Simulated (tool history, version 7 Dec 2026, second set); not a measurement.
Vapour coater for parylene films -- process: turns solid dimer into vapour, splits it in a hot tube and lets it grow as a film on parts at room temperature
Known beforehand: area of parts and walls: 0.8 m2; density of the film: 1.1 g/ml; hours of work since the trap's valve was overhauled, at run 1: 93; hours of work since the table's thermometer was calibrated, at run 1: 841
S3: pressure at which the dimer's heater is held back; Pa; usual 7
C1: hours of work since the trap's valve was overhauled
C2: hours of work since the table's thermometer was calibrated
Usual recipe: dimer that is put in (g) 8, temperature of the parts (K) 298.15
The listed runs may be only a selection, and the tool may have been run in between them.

run 1 hour=0 | dimer_that_is_put_in_(g)=8 temperature_of_the_parts_(K)=298.15 S3=7 | C1=93 C2=841 | thickness_of_the_film_(µm)=4.35
run 2 hour=24.1 | dimer_that_is_put_in_(g)=8 temperature_of_the_parts_(K)=298.15 S3=7 | C1=110 C2=859 | thickness_of_the_film_(µm)=4.25
run 3 hour=41.7 | dimer_that_is_put_in_(g)=3 temperature_of_the_parts_(K)=298.15 S3=7 | C1=123 C2=872 | thickness_of_the_film_(µm)=1.58
run 4 hour=74.1 | dimer_that_is_put_in_(g)=8 temperature_of_the_parts_(K)=298.15 S3=7 | C1=147 C2=896 | thickness_of_the_film_(µm)=4.33
run 5 hour=102.7 | dimer_that_is_put_in_(g)=8 temperature_of_the_parts_(K)=298.15 S3=7 | C1=168 C2=917 | thickness_of_the_film_(µm)=4.4
run 6 hour=116.9 | dimer_that_is_put_in_(g)=8 temperature_of_the_parts_(K)=298.15 S3=7 | C1=179 C2=927 | thickness_of_the_film_(µm)=4.26
run 7 hour=133.8 | dimer_that_is_put_in_(g)=8 temperature_of_the_parts_(K)=298.15 S3=7 | C1=191 C2=940 | thickness_of_the_film_(µm)=4.21
run 8 hour=165.2 | dimer_that_is_put_in_(g)=8 temperature_of_the_parts_(K)=298.15 S3=7 | C1=214 C2=963 | thickness_of_the_film_(µm)=4.2
run 9 hour=178.7 | dimer_that_is_put_in_(g)=8 temperature_of_the_parts_(K)=298.15 S3=7 | C1=224 C2=973 | thickness_of_the_film_(µm)=4.23
run 10 hour=201.4 | dimer_that_is_put_in_(g)=8 temperature_of_the_parts_(K)=298.15 S3=7 | C1=241 C2=990 | thickness_of_the_film_(µm)=4.2
run 11 hour=225.4 | dimer_that_is_put_in_(g)=4 temperature_of_the_parts_(K)=298.15 S3=7 | C1=258 C2=1007 | thickness_of_the_film_(µm)=2.04
run 12 hour=245.6 | dimer_that_is_put_in_(g)=4 temperature_of_the_parts_(K)=298.15 S3=7 | C1=273 C2=1022 | thickness_of_the_film_(µm)=2.08
run 13 hour=277.9 | dimer_that_is_put_in_(g)=4 temperature_of_the_parts_(K)=298.15 S3=7 | C1=297 C2=1046 | thickness_of_the_film_(µm)=2.03
run 14 hour=308.6 | dimer_that_is_put_in_(g)=4 temperature_of_the_parts_(K)=298.15 S3=7 | C1=320 C2=1068 | thickness_of_the_film_(µm)=2.01
run 15 hour=335.9 | dimer_that_is_put_in_(g)=8 temperature_of_the_parts_(K)=298.15 S3=7 | C1=340 C2=1089 | thickness_of_the_film_(µm)=4.03
run 16 hour=350.8 | dimer_that_is_put_in_(g)=8 temperature_of_the_parts_(K)=298.15 S3=7 | C1=351 C2=1099 | thickness_of_the_film_(µm)=3.99
run 17 hour=368.7 | dimer_that_is_put_in_(g)=8 temperature_of_the_parts_(K)=298.15 S3=8.91 | C1=364 C2=1113 | thickness_of_the_film_(µm)=3.78
run 18 hour=386.2 | dimer_that_is_put_in_(g)=8 temperature_of_the_parts_(K)=298.15 S3=5.64 | C1=377 C2=1126 | thickness_of_the_film_(µm)=4.13
-- hour=394.8 trap's valve overhauled
run 19 hour=404 | dimer_that_is_put_in_(g)=8 temperature_of_the_parts_(K)=298.15 S3=5.64 | C1=7 C2=1136 | thickness_of_the_film_(µm)=4.78
run 20 hour=425 | dimer_that_is_put_in_(g)=8 temperature_of_the_parts_(K)=298.15 S3=7 | C1=22 C2=1151 | thickness_of_the_film_(µm)=4.59
run 21 hour=440.2 | dimer_that_is_put_in_(g)=3 temperature_of_the_parts_(K)=305.15 S3=7 | C1=33 C2=1162 | thickness_of_the_film_(µm)=1.34
run 22 hour=462.6 | dimer_that_is_put_in_(g)=7 temperature_of_the_parts_(K)=301.15 S3=3.72 | C1=50 C2=1179 | thickness_of_the_film_(µm)=4.09
run 23 hour=483.8 | dimer_that_is_put_in_(g)=13 temperature_of_the_parts_(K)=298.15 S3=3.09 | C1=66 C2=1194 | thickness_of_the_film_(µm)=8.78
run 24 hour=515.2 | dimer_that_is_put_in_(g)=13 temperature_of_the_parts_(K)=298.15 S3=3.09 | C1=89 C2=1217 | thickness_of_the_film_(µm)=8.89
run 25 hour=547.7 | dimer_that_is_put_in_(g)=6 temperature_of_the_parts_(K)=298.15 S3=5.28 | C1=112 C2=1241 | thickness_of_the_film_(µm)=3.53
run 26 hour=573.9 | dimer_that_is_put_in_(g)=5 temperature_of_the_parts_(K)=303.15 S3=3.37 | C1=132 C2=1261 | thickness_of_the_film_(µm)=2.75
run 27 hour=588.1 | dimer_that_is_put_in_(g)=8 temperature_of_the_parts_(K)=303.15 S3=10.88 | C1=142 C2=1271 | thickness_of_the_film_(µm)=3.3
run 28 hour=607.1 | dimer_that_is_put_in_(g)=8 temperature_of_the_parts_(K)=303.15 S3=10.88 | C1=156 C2=1285 | thickness_of_the_film_(µm)=3.3
run 29 hour=626.6 | dimer_that_is_put_in_(g)=9 temperature_of_the_parts_(K)=304.15 S3=7 | C1=171 C2=1299 | thickness_of_the_film_(µm)=3.93
run 30 hour=641.5 | dimer_that_is_put_in_(g)=8 temperature_of_the_parts_(K)=292.15 S3=4.55 | C1=181 C2=1310 | thickness_of_the_film_(µm)=6.06
run 31 hour=663.2 | dimer_that_is_put_in_(g)=8 temperature_of_the_parts_(K)=292.15 S3=4.55 | C1=197 C2=1326 | thickness_of_the_film_(µm)=5.87
run 32 hour=696 | dimer_that_is_put_in_(g)=7 temperature_of_the_parts_(K)=295.15 S3=7.28 | C1=222 C2=1351 | thickness_of_the_film_(µm)=4.07
run 33 hour=718.5 | dimer_that_is_put_in_(g)=6 temperature_of_the_parts_(K)=298.15 S3=2.97 | C1=238 C2=1367 | thickness_of_the_film_(µm)=3.94
run 34 hour=738.3 | dimer_that_is_put_in_(g)=8 temperature_of_the_parts_(K)=293.15 S3=2.97 | C1=253 C2=1382 | thickness_of_the_film_(µm)=6.15
run 35 hour=755.8 | dimer_that_is_put_in_(g)=8 temperature_of_the_parts_(K)=297.15 S3=3.03 | C1=266 C2=1394 | thickness_of_the_film_(µm)=5.28
run 36 hour=779.9 | dimer_that_is_put_in_(g)=8 temperature_of_the_parts_(K)=297.15 S3=3.03 | C1=283 C2=1412 | thickness_of_the_film_(µm)=5.35
run 37 hour=804.2 | dimer_that_is_put_in_(g)=8 temperature_of_the_parts_(K)=297.15 S3=3.03 | C1=301 C2=1430 | thickness_of_the_film_(µm)=5.25
run 38 hour=823.3 | dimer_that_is_put_in_(g)=11 temperature_of_the_parts_(K)=291.15 S3=8.23 | C1=315 C2=1444 | thickness_of_the_film_(µm)=7.15
run 39 hour=842.8 | dimer_that_is_put_in_(g)=7 temperature_of_the_parts_(K)=298.15 S3=9.27 | C1=330 C2=1459 | thickness_of_the_film_(µm)=3.38
run 40 hour=858.5 | dimer_that_is_put_in_(g)=8 temperature_of_the_parts_(K)=298.15 S3=5.1 | C1=341 C2=1470 | thickness_of_the_film_(µm)=4.46

Branching from run 40: 4 alternative next runs. What would each branch give?
run A hour=880.8 | dimer_that_is_put_in_(g)=10 temperature_of_the_parts_(K)=298.15 S3=7 | C1=358 C2=1486 | thickness_of_the_film_(µm)=?
run B hour=880.8 | dimer_that_is_put_in_(g)=5 temperature_of_the_parts_(K)=298.15 S3=7 | C1=358 C2=1486 | thickness_of_the_film_(µm)=?
run C hour=880.8 | dimer_that_is_put_in_(g)=4 temperature_of_the_parts_(K)=309.15 S3=5.1 | C1=358 C2=1486 | thickness_of_the_film_(µm)=?
run D hour=880.8 | dimer_that_is_put_in_(g)=7 temperature_of_the_parts_(K)=296.15 S3=7 | C1=358 C2=1486 | thickness_of_the_film_(µm)=?

run=A thickness_of_the_film_(µm)=5.1
run=B thickness_of_the_film_(µm)=2.52
run=C thickness_of_the_film_(µm)=1.46
run=D thickness_of_the_film_(µm)=3.86
The same runs, with their run-to-run variation unchanged, on a tool lacking any hidden condition would have given:
run=A thickness_of_the_film_(µm)=5.56
run=B thickness_of_the_film_(µm)=2.75
run=C thickness_of_the_film_(µm)=1.6
run=D thickness_of_the_film_(µm)=4.21
